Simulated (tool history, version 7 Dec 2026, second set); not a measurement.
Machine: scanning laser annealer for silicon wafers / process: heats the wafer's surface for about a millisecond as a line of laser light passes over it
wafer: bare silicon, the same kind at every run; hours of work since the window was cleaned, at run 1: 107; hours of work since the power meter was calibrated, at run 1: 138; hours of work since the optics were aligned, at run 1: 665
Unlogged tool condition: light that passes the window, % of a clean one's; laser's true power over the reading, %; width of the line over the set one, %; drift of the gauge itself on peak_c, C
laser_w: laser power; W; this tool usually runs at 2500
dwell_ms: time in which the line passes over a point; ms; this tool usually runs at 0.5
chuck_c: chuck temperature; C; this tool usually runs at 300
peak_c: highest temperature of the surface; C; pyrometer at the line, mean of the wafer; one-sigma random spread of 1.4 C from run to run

run   hour  laser_w  dwell_ms  chuck_c  hours of work since the window was cleaned  hours of work since the power meter was calibrated  hours of work since the optics were aligned  peak_c
  1      0     2500       0.5      300                                         107                                                 138                                          665    1046
  2    9.1     2500       0.5      300                                         111                                                 143                                          669    1048
  3   19.5     2500       0.5      300                                         117                                                 148                                          675    1044
  4   27.7     2204       0.5      300                                         121                                                 152                                          679     964
  5   33.3     2500       0.5      300                                         124                                                 155                                          682    1048
  6   41.4     2255       0.5      300                                         128                                                 159                                          686     976
  7   50.6     2255       0.5      300                                         133                                                 164                                          691     978
  8   56.5     2255       0.5      300                                         136                                                 167                                          694     977
  9   60.8     2255       0.5      300                                         138                                                 169                                          696     976
 10   71.1     2255       0.5      300                                         144                                                 175                                          701     975
 11   76.5     2255       0.5      300                                         146                                                 177                                          704     979
 12   82.2     2325       0.5      300                                         149                                                 180                                          707     997
 13   91.3     2325       0.5      300                                         154                                                 185                                          712     997
 14   99.1     2500     0.428      300                                         158                                                 189                                          716     991
 15  106.8     2500     0.428      300                                         162                                                 193                                          720     991
 16  112.3     2500       0.5      300                                         165                                                 196                                          723    1046
     115.2  -- window over the wafer cleaned
 17  120.5     2500       0.5      300                                           3                                                 199                                          726    1041
 18  126.3     2500       0.5      300                                           6                                                 202                                          729    1041
 19  132.5     2500       0.5      300                                           9                                                 205                                          732    1042
     140.8  -- window over the wafer cleaned, once more
 20  140.8     2500       0.5      314                                           0                                                 209                                          735    1067
 21  148.5     2500       0.5      314                                           4                                                 213                                          739    1063
 22    158     2500     0.367      300                                           9                                                 218                                          744     948
 23  163.9     2171     0.367      322                                          12                                                 221                                          747     895
 24  171.7     2283     0.545      281                                          16                                                 225                                          751     997
 25  176.2     2283     0.545      281                                          18                                                 227                                          754     998
 26  181.6     2283     0.545      281                                          21                                                 230                                          757    1001
 27  187.1     2577     0.548      300                                          24                                                 233                                          759    1102
 28  192.1     2528     0.462      306                                          27                                                 235                                          762    1036
 29  199.4     2310     0.615      316                                          30                                                 239                                          766    1085
 30  207.7     2310     0.466      319                                          35                                                 243                                          770     993
 31  214.3     2310     0.466      319                                          38                                                 247                                          774     991
 32  221.1     2310     0.466      284                                          42                                                 250                                          777     959
 33  230.4     2310     0.466      284                                          46                                                 255                                          782     959
 34  236.3     2310     0.466      284                                          49                                                 258                                          785     959
 35  243.7     2304     0.598      277                                          53                                                 262                                          789    1036
 36  251.7     2304     0.598      277                                          57                                                 266                                          793    1034
 37  260.6     2304     0.598      277                                          62                                                 271                                          798    1032
 38  265.8     2304     0.598      323                                          65                                                 273                                          800    1078
 39  273.8     2304     0.598      323                                          69                                                 278                                          804    1077
 40  279.4     2715     0.526      297                                          72                                                 281                                          807    1122
 41  286.6     2329     0.443      318                                          76                                                 284                                          811     981

4 ways to go on from here, each from the tool as it stands after run 41. What would each give?
  A  296.1     2329     0.557      318                                          80                                                 289                                          816       ?
  B  296.1     2608     0.443      300                                          80                                                 289                                          816       ?
  C  296.1     2136     0.443      318                                          80                                                 289                                          816       ?
  D  296.1     2420     0.439      286                                          80                                                 289                                          816       ?

run  peak_c
  A    1054
  B    1037
  C     931
  D     967
The same runs, with their run-to-run variation unchanged, on a tool lacking any hidden condition would have given:
run  peak_c
  A    1061
  B    1043
  C     936
  D     973
